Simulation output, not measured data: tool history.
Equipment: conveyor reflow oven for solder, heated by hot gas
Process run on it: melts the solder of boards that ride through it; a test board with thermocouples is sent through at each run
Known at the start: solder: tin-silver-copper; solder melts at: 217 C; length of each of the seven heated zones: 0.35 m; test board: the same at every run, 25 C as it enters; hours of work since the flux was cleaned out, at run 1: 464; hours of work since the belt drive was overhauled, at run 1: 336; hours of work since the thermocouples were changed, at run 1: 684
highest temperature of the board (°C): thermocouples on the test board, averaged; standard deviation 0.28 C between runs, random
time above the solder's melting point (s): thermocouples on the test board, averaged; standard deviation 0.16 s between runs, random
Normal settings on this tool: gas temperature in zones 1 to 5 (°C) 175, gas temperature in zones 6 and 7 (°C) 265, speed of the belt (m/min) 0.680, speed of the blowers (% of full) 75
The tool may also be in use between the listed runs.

run    hour  gas temperature in zones 1 to 5 (°C)  gas temperature in zones 6 and 7 (°C)  speed of the belt (m/min)  speed of the blowers (% of full)  hours of work since the flux was cleaned out  hours of work since the belt drive was overhauled  hours of work since the thermocouples were changed  highest temperature of the board (°C)  time above the solder's melting point (s)
  1     0.0                                   175                                    265                      0.680                                75                                           464                                                336                                                 684                                  253.6                                       48.2
       41.5  -- flux residue cleaned out of gas plates and filters
  2    41.5                                   175                                    265                      0.680                                75                                             0                                                364                                                 713                                  253.7                                       48.0
  3   102.5                                   175                                    265                      0.680                                75                                            48                                                412                                                 761                                  253.7                                       48.3
  4   155.4                                   175                                    265                      0.680                                75                                            90                                                454                                                 802                                  253.7                                       48.2
  5   196.1                                   175                                    265                      0.680                                75                                           122                                                486                                                 834                                  253.0                                       48.1
  6   255.6                                   175                                    265                      0.545                                75                                           169                                                533                                                 881                                  258.3                                       64.5
  7   323.9                                   175                                    265                      0.545                                75                                           222                                                587                                                 935                                  258.1                                       64.3
  8   355.4                                   175                                    265                      0.680                                75                                           247                                                611                                                 960                                  253.8                                       47.8
  9   412.2                                   175                                    265                      0.680                                75                                           292                                                656                                                1004                                  253.3                                       48.2
 10   475.3                                   175                                    265                      0.680                                75                                           342                                                706                                                1054                                  253.3                                       48.3
 11   521.6                                   175                                    265                      0.680                                75                                           378                                                742                                                1091                                  253.0                                       48.4
 12   556.1                                   175                                    265                      0.656                                75                                           405                                                769                                                1118                                  254.0                                       50.5
      589.0  -- thermocouples of zones 6 and 7 changed
 13   612.7                                   175                                    265                      0.656                                75                                           448                                                812                                                  19                                  254.3                                       50.4
      676.1  -- flux residue cleaned out of gas plates and filters
 14   686.2                                   175                                    265                      0.656                                75                                             8                                                866                                                  73                                  254.0                                       50.7
 15   755.8                                   185                                    265                      0.677                                75                                            63                                                921                                                 127                                  254.4                                       52.1
 16   799.9                                   185                                    265                      0.677                                75                                            97                                                956                                                 162                                  254.9                                       52.2
 17   847.3                                   181                                    271                      0.791                                52                                           135                                                993                                                 199                                  251.4                                       40.1
 18   908.3                                   182                                    275                      0.787                                75                                           183                                               1041                                                 248                                  259.7                                       45.1
 19   968.3                                   189                                    274                      0.787                                52                                           230                                               1088                                                 295                                  256.0                                       44.9
 20  1019.9                                   163                                    262                      0.787                                61                                           271                                               1129                                                 335                                  242.1                                       31.0
 21  1055.1                                   184                                    262                      0.787                                61                                           298                                               1157                                                 363                                  246.8                                       39.2
 22  1102.3                                   174                                    277                      0.771                                65                                           336                                               1194                                                 400                                  258.2                                       43.6
 23  1170.6                                   166                                    265                      0.680                                75                                           389                                               1248                                                 454                                  251.6                                       45.1
 24  1199.4                                   166                                    265                      0.680                                75                                           412                                               1270                                                 477                                  251.8                                       45.3
 25  1265.5                                   166                                    265                      0.680                                75                                           464                                               1322                                                 529                                  252.3                                       45.2
     1279.0  -- belt drive overhauled, speed set with a stopwatch
     1312.3  -- flux residue cleaned out of gas plates and filters
 26  1332.0                                   166                                    265                      0.680                                75                                            15                                                 38                                                 574                                  252.6                                       44.8
 27  1400.2                                   166                                    265                      0.680                                75                                            69                                                 91                                                 628                                  252.1                                       44.8
 28  1464.6                                   166                                    265                      0.665                                75                                           120                                                142                                                 678                                  252.8                                       46.6

Take each entry between the runs: how does the hidden state at the last listed run before it differ from the hidden state at the first listed run after it?
Logged between run 1 and run 2: flux residue cleaned out of gas plates and filters (hour 41.5)
  heat that the gas passes to the board, % of a clean oven's: 99.4 -> 100
Logged between run 12 and run 13: thermocouples of zones 6 and 7 changed (hour 589.0)
  heat that the gas passes to the board, % of a clean oven's: 99.5 -> 99.4; belt's true speed, % of the reading: 99.88 -> 99.87; true gas temperature in zones 6 and 7 over the reading, C: -0.13 -> 0.01
Logged between run 13 and run 14: flux residue cleaned out of gas plates and filters (hour 676.1)
  heat that the gas passes to the board, % of a clean oven's: 99.4 -> 100; belt's true speed, % of the reading: 99.87 -> 99.86
Logged between run 25 and run 26: belt drive overhauled, speed set with a stopwatch (hour 1279.0); flux residue cleaned out of gas plates and filters (hour 1312.3)
  heat that the gas passes to the board, % of a clean oven's: 99.4 -> 99.9; belt's true speed, % of the reading: 99.8 -> 100
